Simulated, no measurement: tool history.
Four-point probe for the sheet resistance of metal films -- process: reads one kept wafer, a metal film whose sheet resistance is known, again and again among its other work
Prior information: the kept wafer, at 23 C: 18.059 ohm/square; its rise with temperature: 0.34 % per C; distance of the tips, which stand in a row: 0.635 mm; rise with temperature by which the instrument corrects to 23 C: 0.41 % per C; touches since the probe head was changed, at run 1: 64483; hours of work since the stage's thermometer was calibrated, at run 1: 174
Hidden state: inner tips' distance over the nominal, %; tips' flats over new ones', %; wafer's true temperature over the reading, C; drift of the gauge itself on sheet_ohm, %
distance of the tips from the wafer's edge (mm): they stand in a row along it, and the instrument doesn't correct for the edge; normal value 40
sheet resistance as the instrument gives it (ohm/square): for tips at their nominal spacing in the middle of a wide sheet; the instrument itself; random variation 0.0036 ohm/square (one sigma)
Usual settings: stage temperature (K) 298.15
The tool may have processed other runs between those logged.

run,hour,stage temperature (K),distance of the tips from the wafer's edge (mm),touches since the probe head was changed,hours of work since the stage's thermometer was calibrated,sheet resistance as the instrument gives it (ohm/square)
1,0,298.15,40,64483,174,18.030801
2,56.4,298.15,40,67019,208,18.036069
3,126.8,302.15,40,70190,250,17.980625
4,195.2,291.15,40,73264,292,18.133865
5,249.1,305.15,40,75689,324,17.945911
6,308.3,298.15,9,78356,360,18.079917
7,362.9,298.15,9,80812,393,18.084514
8,407.9,298.15,19,82838,421,18.03823
9,458.7,298.15,19,85122,451,18.042894
10,521.7,298.15,19,87957,489,18.043387
11,570.1,300.15,40,90136,519,18.007629
12,648.1,307.15,56,93642,566,17.918207
13,684,304.15,11,95260,588,17.991096
14,748.8,304.15,20,98173,627,17.961835
15,790.5,298.15,21,100052,652,18.041103
16,849.2,307.15,74,102691,688,17.916015
17,885.2,308.15,7,104314,710,17.976073

Each row is a separate what-if for the run after 17, all from the same tool condition, not one after another. Results?
A,940.1,308.15,39,106783,743,?
B,940.1,294.15,12,106783,743,?
C,940.1,303.15,6,106783,743,?
D,940.1,308.15,5,106783,743,?

run,sheet resistance as the instrument gives it (ohm/square)
A,17.905873
B,18.113491
C,18.073462
D,18.056775
Without the tool's unlogged condition, the same runs would have read:
run,sheet resistance as the instrument gives it (ohm/square)
A,17.905745
B,18.113355
C,18.07333
D,18.056646
